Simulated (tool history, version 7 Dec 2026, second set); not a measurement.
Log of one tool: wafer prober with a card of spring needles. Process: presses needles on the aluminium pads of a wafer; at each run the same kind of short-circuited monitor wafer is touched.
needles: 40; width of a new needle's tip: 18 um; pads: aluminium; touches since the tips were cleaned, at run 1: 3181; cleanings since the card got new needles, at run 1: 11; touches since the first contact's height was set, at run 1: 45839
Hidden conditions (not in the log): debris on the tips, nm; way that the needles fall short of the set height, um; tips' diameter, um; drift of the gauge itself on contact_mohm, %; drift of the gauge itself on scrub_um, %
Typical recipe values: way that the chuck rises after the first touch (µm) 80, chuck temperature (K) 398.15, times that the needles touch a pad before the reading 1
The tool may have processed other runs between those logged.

run,hour,way that the chuck rises after the first touch (µm),chuck temperature (K),times that the needles touch a pad before the reading,touches since the tips were cleaned,cleanings since the card got new needles,touches since the first contact's height was set,resistance of one needle with its contact and lead (mohm),way that a needle slides on the pad (µm)
1,0,80,398.15,1,3181,11,45839,165,17.53
# hour 1.7: tips cleaned on abrasive film
2,8,80,398.15,1,2845,12,49386,159,17.49
# hour 10.3: tips cleaned on abrasive film
3,18.2,77,398.15,1,3550,13,53924,162,16.83
# hour 18.7: tips cleaned on abrasive film
4,26.7,77,398.15,1,3591,14,57717,168,16.82
# hour 27.6: tips cleaned on abrasive film
5,32.2,80,398.15,1,2073,15,60155,155,17.47
# hour 36.3: tips cleaned on abrasive film
6,36.8,80,398.15,1,256,16,62181,142,17.49
# hour 44.5: tips cleaned on abrasive film
7,45,80,398.15,1,228,17,65815,140,17.42
8,51.7,80,398.15,1,3220,17,68807,159,17.44
# hour 53.2: tips cleaned on abrasive film
9,57.2,80,398.15,1,1818,18,71258,155,17.41
# hour 62: tips cleaned on abrasive film
10,62.9,80,398.15,1,379,19,73766,143,17.46
11,67.9,72,341.15,2,2643,19,76030,150,15.65
# hour 70.6: tips cleaned on abrasive film
12,74.6,98,398.15,2,1789,20,78985,143,21.43
# hour 79.6: tips cleaned on abrasive film
13,82.8,75,319.15,2,1430,21,82621,135,16.32
# hour 84: height of the first contact set anew
14,87.3,75,319.15,2,3334,21,1509,147,16.18
# hour 88.2: tips cleaned on abrasive film
15,94.8,73,311.15,2,2981,22,4826,143,15.66

Estimate the outcome of run 16 from the log above:
# hour 97.2: tips cleaned on abrasive film
16,103.6,92,300.15,1,2892,23,8765,?,?

{"run 16": {"resistance of one needle with its contact and lead (mohm)": 144, "way that a needle slides on the pad (µm)": 19.86}}
On a tool with no hidden condition, and with the same random variation, this run would have come out at resistance of one needle with its contact and lead (mohm) 120, way that a needle slides on the pad (µm) 20.34.

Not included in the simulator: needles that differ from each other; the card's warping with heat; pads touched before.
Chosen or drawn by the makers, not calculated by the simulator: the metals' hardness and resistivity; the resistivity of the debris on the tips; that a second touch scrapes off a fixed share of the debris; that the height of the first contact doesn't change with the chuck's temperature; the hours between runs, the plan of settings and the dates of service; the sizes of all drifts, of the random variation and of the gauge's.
